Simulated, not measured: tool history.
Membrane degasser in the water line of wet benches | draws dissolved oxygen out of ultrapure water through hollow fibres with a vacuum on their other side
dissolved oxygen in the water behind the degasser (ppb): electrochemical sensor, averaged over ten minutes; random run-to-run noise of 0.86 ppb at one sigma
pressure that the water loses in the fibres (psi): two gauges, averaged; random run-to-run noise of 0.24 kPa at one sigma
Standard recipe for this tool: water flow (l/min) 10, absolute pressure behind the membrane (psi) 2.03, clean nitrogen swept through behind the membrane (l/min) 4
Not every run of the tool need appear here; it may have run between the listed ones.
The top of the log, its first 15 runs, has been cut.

run    hour  water flow (l/min)  absolute pressure behind the membrane (psi)  clean nitrogen swept through behind the membrane (l/min)  hours since the membrane was changed  hours since the vacuum gauge was calibrated  hours since the vacuum lines were made tight  dissolved oxygen in the water behind the degasser (ppb)  pressure that the water loses in the fibres (psi)
 16   954.4                   6                                         2.03                                                         4                                  3886                                         3886                                          3850                                                     44.1                                              5.506
 17  1011.5                   6                                         5.05                                                     11.77                                  3943                                         3943                                          3907                                                     44.3                                              5.551
 18  1079.9                   7                                         1.39                                                         4                                  4011                                         4011                                          3976                                                     33.3                                              6.386
 19  1124.6                  10                                         4.66                                                      2.09                                  4056                                         4056                                          4020                                                    354.4                                              9.207
 20  1216.6                  10                                         4.66                                                      2.09                                  4148                                         4148                                          4112                                                    355.7                                              9.251
 21  1305.4                  10                                         2.99                                                       8.2                                  4237                                         4237                                          4201                                                     74.2                                              9.226
     1311.6  -- vacuum gauge calibrated
 22  1347.6                  10                                         2.99                                                       8.2                                  4279                                           36                                          4243                                                     76.1                                              9.313
 23  1441.4                  10                                         2.99                                                       8.2                                  4372                                          130                                          4337                                                       76                                              9.265
 24  1510.6                  11                                         4.31                                                      2.26                                  4441                                          199                                          4406                                                    346.4                                              10.27
 25  1562.9                   7                                         2.55                                                      4.88                                  4494                                          251                                          4458                                                     57.4                                              6.461
 26  1612.4                  10                                         2.51                                                         4                                  4543                                          301                                          4508                                                    112.1                                               9.32
     1642.3  -- vacuum gauge calibrated, once more
 27  1698.1                  10                                         1.58                                                      2.89                                  4629                                           56                                          4593                                                     87.9                                              9.297
 28    1752                  10                                         1.58                                                      2.89                                  4682                                          110                                          4647                                                     86.9                                              9.291
 29  1841.7                  13                                         3.12                                                     10.93                                  4772                                          199                                          4736                                                    122.3                                             12.198
 30  1903.6                  13                                         3.12                                                     10.93                                  4834                                          261                                          4798                                                    126.1                                             12.161
 31  1956.6                  13                                         3.12                                                     10.93                                  4887                                          314                                          4851                                                      125                                             12.243
 32    2016                  12                                         1.77                                                      3.13                                  4946                                          374                                          4911                                                    136.3                                             11.243

Alternative continuations, all from the tool just after run 32; predict every row:
  A  2072.7                   8                                         3.03                                                      3.13                                  5003                                          430                                          4967                                                        ?                                                  ?
  B  2072.7                   8                                          1.7                                                     10.67                                  5003                                          430                                          4967                                                        ?                                                  ?
  C  2072.7                  14                                         1.77                                                      3.13                                  5003                                          430                                          4967                                                        ?                                                  ?
  D  2072.7                  13                                         2.03                                                         4                                  5003                                          430                                          4967                                                        ?                                                  ?

run  dissolved oxygen in the water behind the degasser (ppb)  pressure that the water loses in the fibres (psi)
  A                                                    118.5                                              7.549
  B                                                     22.4                                              7.501
  C                                                    195.1                                             13.139
  D                                                    158.5                                             12.166
Stripped of hidden state, with their random variation kept, the same runs would have yielded:
run  dissolved oxygen in the water behind the degasser (ppb)  pressure that the water loses in the fibres (psi)
  A                                                    112.6                                              7.078
  B                                                     19.6                                              7.033
  C                                                    168.5                                             12.315
  D                                                    137.3                                             11.404

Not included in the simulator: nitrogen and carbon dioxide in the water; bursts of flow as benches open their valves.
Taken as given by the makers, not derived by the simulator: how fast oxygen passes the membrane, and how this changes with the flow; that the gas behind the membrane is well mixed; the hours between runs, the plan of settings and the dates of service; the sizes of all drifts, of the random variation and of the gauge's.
